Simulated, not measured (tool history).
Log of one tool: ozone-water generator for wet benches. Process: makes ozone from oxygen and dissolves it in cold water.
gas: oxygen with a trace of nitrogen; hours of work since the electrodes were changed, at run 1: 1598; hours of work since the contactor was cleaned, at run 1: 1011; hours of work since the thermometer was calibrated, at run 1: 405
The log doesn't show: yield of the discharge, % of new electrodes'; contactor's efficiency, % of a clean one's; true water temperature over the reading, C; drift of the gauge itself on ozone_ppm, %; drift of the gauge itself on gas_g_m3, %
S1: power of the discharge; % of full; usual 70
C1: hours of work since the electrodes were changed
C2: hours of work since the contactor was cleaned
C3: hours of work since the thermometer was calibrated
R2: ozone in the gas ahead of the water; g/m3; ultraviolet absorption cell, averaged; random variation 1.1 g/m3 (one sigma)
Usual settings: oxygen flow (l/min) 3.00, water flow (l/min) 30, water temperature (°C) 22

Run 1, hour 0.0: usual settings; C1 1598; C2 1011; C3 405. Result: dissolved ozone (ppm) 7.9, R2 171.1 g/m3.
Run 2, hour 56.9: usual settings; C1 1644; C2 1057; C3 451. Result: dissolved ozone (ppm) 8.1, R2 171.6 g/m3.
Run 3, hour 106.2: usual settings; C1 1684; C2 1097; C3 491. Result: dissolved ozone (ppm) 8.3, R2 171.6 g/m3.
Run 4, hour 172.0: usual settings but oxygen flow (l/min) 1.60; C1 1737; C2 1151; C3 544. Result: dissolved ozone (ppm) 6.0, R2 206.6 g/m3.
Run 5, hour 247.8: usual settings but oxygen flow (l/min) 1.60; C1 1799; C2 1212; C3 605. Result: dissolved ozone (ppm) 5.9, R2 206.7 g/m3.
Run 6, hour 315.0: usual settings but oxygen flow (l/min) 1.60; C1 1853; C2 1266; C3 660. Result: dissolved ozone (ppm) 5.9, R2 204.6 g/m3.
Run 7, hour 361.0: usual settings but oxygen flow (l/min) 1.60; C1 1890; C2 1304; C3 697. Result: dissolved ozone (ppm) 5.6, R2 206.9 g/m3.
Run 8, hour 437.1: usual settings but oxygen flow (l/min) 1.60; C1 1952; C2 1365; C3 759. Result: dissolved ozone (ppm) 5.8, R2 206.3 g/m3.
Run 9, hour 509.1: usual settings but water temperature (°C) 17; C1 2010; C2 1424; C3 817. Result: dissolved ozone (ppm) 8.2, R2 169.5 g/m3.
At hour 518.9: contactor cleaned.
Run 10, hour 598.0: usual settings but water temperature (°C) 17; C1 2079; C2 64; C3 886. Result: dissolved ozone (ppm) 7.8, R2 169.6 g/m3.
Run 11, hour 642.4: usual settings; C1 2115; C2 100; C3 922. Result: dissolved ozone (ppm) 7.7, R2 167.0 g/m3.
At hour 699.7: contactor cleaned, once more.
Run 12, hour 699.7: usual settings but water flow (l/min) 24; C1 2158; C2 0; C3 965. Result: dissolved ozone (ppm) 10.0, R2 168.2 g/m3.
Run 13, hour 741.8: usual settings but oxygen flow (l/min) 1.83, water flow (l/min) 24; C1 2192; C2 34; C3 999. Result: dissolved ozone (ppm) 8.3, R2 196.0 g/m3.
Run 14, hour 798.4: usual settings but S1 43 % of full, oxygen flow (l/min) 1.83, water flow (l/min) 24; C1 2238; C2 80; C3 1045. Result: dissolved ozone (ppm) 5.8, R2 137.1 g/m3.
Run 15, hour 836.1: usual settings but S1 43 % of full, oxygen flow (l/min) 1.83, water flow (l/min) 24; C1 2269; C2 111; C3 1075. Result: dissolved ozone (ppm) 5.7, R2 136.7 g/m3.
Run 16, hour 878.7: usual settings but S1 43 % of full, oxygen flow (l/min) 1.83, water flow (l/min) 24; C1 2303; C2 145; C3 1110. Result: dissolved ozone (ppm) 5.9, R2 136.6 g/m3.
Run 17, hour 924.3: usual settings but S1 45 % of full, oxygen flow (l/min) 1.83, water flow (l/min) 24; C1 2340; C2 182; C3 1147. Result: dissolved ozone (ppm) 5.7, R2 142.6 g/m3.
Run 18, hour 965.7: usual settings but oxygen flow (l/min) 1.78, water flow (l/min) 27; C1 2374; C2 215; C3 1180. Result: dissolved ozone (ppm) 6.9, R2 195.7 g/m3.
Run 19, hour 1001.9: usual settings but oxygen flow (l/min) 1.78, water flow (l/min) 26, water temperature (°C) 17; C1 2403; C2 245; C3 1210. Result: dissolved ozone (ppm) 7.5, R2 195.2 g/m3.
Run 20, hour 1053.2: usual settings but S1 45 % of full, oxygen flow (l/min) 4.23; C1 2444; C2 286; C3 1251. Result: dissolved ozone (ppm) 6.5, R2 109.4 g/m3.
Run 21, hour 1096.8: usual settings but water flow (l/min) 25, water temperature (°C) 23; C1 2480; C2 322; C3 1286. Result: dissolved ozone (ppm) 9.5, R2 165.7 g/m3.
Run 22, hour 1169.6: usual settings but oxygen flow (l/min) 2.29, water flow (l/min) 27; C1 2539; C2 381; C3 1345. Result: dissolved ozone (ppm) 7.9, R2 180.2 g/m3.
Run 23, hour 1210.9: usual settings but oxygen flow (l/min) 2.29, water flow (l/min) 27; C1 2572; C2 414; C3 1379. Result: dissolved ozone (ppm) 7.9, R2 179.1 g/m3.
Run 24, hour 1283.7: usual settings but S1 72 % of full, oxygen flow (l/min) 3.62, water flow (l/min) 20, water temperature (°C) 18; C1 2631; C2 473; C3 1438. Result: dissolved ozone (ppm) 13.5, R2 158.1 g/m3.
Run 25, hour 1343.1: usual settings but S1 42 % of full; C1 2679; C2 521; C3 1486. Result: dissolved ozone (ppm) 5.5, R2 115.1 g/m3.
Run 26, hour 1403.3: usual settings but S1 42 % of full; C1 2728; C2 570; C3 1535. Result: dissolved ozone (ppm) 5.5, R2 115.9 g/m3.
Run 27, hour 1442.5: usual settings but S1 42 % of full; C1 2760; C2 602; C3 1566. Result: dissolved ozone (ppm) 5.5, R2 114.8 g/m3.
Run 28, hour 1526.9: usual settings but S1 42 % of full, oxygen flow (l/min) 2.48; C1 2828; C2 670; C3 1635. Result: dissolved ozone (ppm) 5.0, R2 121.5 g/m3.
Run 29, hour 1587.1: usual settings but S1 41 % of full, oxygen flow (l/min) 1.94, water flow (l/min) 39, water temperature (°C) 14; C1 2877; C2 719; C3 1683. Result: dissolved ozone (ppm) 3.3, R2 128.5 g/m3.
Run 30, hour 1649.1: usual settings but oxygen flow (l/min) 2.32, water flow (l/min) 37, water temperature (°C) 28; C1 2927; C2 769; C3 1734. Result: dissolved ozone (ppm) 5.4, R2 175.7 g/m3.
Run 31, hour 1708.3: usual settings but oxygen flow (l/min) 2.32, water flow (l/min) 37, water temperature (°C) 28; C1 2975; C2 817; C3 1782. Result: dissolved ozone (ppm) 5.1, R2 177.2 g/m3.

3 ways to go on from here, each from the tool as it stands after run 31. What would each give?
Run A, hour 1793.4: usual settings but oxygen flow (l/min) 4.07, water temperature (°C) 24; C1 3044; C2 886; C3 1851. Result: dissolved ozone (ppm) ?, R2 ?.
Run B, hour 1793.4: usual settings but oxygen flow (l/min) 3.25; C1 3044; C2 886; C3 1851. Result: dissolved ozone (ppm) ?, R2 ?.
Run C, hour 1793.4: usual settings but oxygen flow (l/min) 4.59, water flow (l/min) 20, water temperature (°C) 16; C1 3044; C2 886; C3 1851. Result: dissolved ozone (ppm) ?, R2 ?.

run  dissolved ozone (ppm)     R2
  A                    8.5  148.0
  B                    7.9  157.0
  C                   14.0  142.2
Without the tool's hidden state the same runs would have given:
run  dissolved ozone (ppm)     R2
  A                    9.9  168.9
  B                    9.3  179.1
  C                   16.5  162.2
